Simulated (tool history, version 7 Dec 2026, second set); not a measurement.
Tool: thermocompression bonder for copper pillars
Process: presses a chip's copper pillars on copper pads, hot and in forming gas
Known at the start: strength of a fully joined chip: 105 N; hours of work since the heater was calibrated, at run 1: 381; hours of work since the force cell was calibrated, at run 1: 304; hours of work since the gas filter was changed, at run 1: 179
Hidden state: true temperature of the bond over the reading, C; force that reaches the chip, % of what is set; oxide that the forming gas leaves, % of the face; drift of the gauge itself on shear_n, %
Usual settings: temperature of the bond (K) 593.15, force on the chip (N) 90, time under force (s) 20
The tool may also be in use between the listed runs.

| run | hour | temperature of the bond (K) | force on the chip (N) | time under force (s) | hours of work since the heater was calibrated | hours of work since the force cell was calibrated | hours of work since the gas filter was changed | force that shears a chip off (N) |
|---|---|---|---|---|---|---|---|---|
| 1 | 0 | 593.15 | 90 | 20 | 381 | 304 | 179 | 70.3 |
| 2 | 8.4 | 593.15 | 90 | 20 | 386 | 309 | 184 | 68.7 |
| 3 | 17.9 | 593.15 | 90 | 20 | 392 | 314 | 190 | 68.8 |
| 4 | 31.2 | 619.15 | 90 | 20 | 399 | 322 | 198 | 82.6 |
| 5 | 43.9 | 619.15 | 90 | 20 | 407 | 329 | 205 | 80.6 |
|  | 46 | forming gas filter changed |
| 6 | 53.2 | 593.15 | 90 | 20 | 412 | 334 | 4 | 70.8 |
| 7 | 65.1 | 593.15 | 90 | 17 | 419 | 341 | 11 | 69.3 |
| 8 | 79.2 | 593.15 | 90 | 17 | 427 | 350 | 19 | 69.1 |
| 9 | 85.2 | 593.15 | 90 | 20 | 431 | 353 | 23 | 71.9 |
| 10 | 93.1 | 616.15 | 90 | 20 | 435 | 358 | 27 | 84.5 |
| 11 | 100.3 | 593.15 | 69 | 20 | 439 | 362 | 32 | 57.6 |
| 12 | 108.2 | 575.15 | 69 | 20 | 444 | 366 | 36 | 47.7 |
| 13 | 122 | 590.15 | 119 | 18 | 452 | 374 | 44 | 83.3 |
| 14 | 128.6 | 581.15 | 78 | 31 | 456 | 378 | 48 | 65.7 |
| 15 | 142 | 581.15 | 78 | 31 | 463 | 386 | 56 | 65.1 |
| 16 | 154.7 | 574.15 | 58 | 40 | 471 | 393 | 63 | 51.8 |
| 17 | 165.8 | 572.15 | 90 | 20 | 477 | 400 | 70 | 62.3 |
| 18 | 175 | 594.15 | 68 | 54 | 483 | 405 | 75 | 76.4 |
| 19 | 182.6 | 619.15 | 93 | 59 | 487 | 410 | 79 | 98.8 |

Forecast each of these 4 alternatives for the next run:
| A | 193.6 | 606.15 | 90 | 35 | 493 | 416 | 86 | ? |
| B | 193.6 | 618.15 | 56 | 15 | 493 | 416 | 86 | ? |
| C | 193.6 | 615.15 | 120 | 45 | 493 | 416 | 86 | ? |
| D | 193.6 | 577.15 | 59 | 59 | 493 | 416 | 86 | ? |

| run | force that shears a chip off (N) |
|---|---|
| A | 87 |
| B | 52.1 |
| C | 98.9 |
| D | 60.8 |
Without the tool's hidden state the same runs would have given:
| run | force that shears a chip off (N) |
|---|---|
| A | 89.2 |
| B | 53.7 |
| C | 101 |
| D | 62.5 |

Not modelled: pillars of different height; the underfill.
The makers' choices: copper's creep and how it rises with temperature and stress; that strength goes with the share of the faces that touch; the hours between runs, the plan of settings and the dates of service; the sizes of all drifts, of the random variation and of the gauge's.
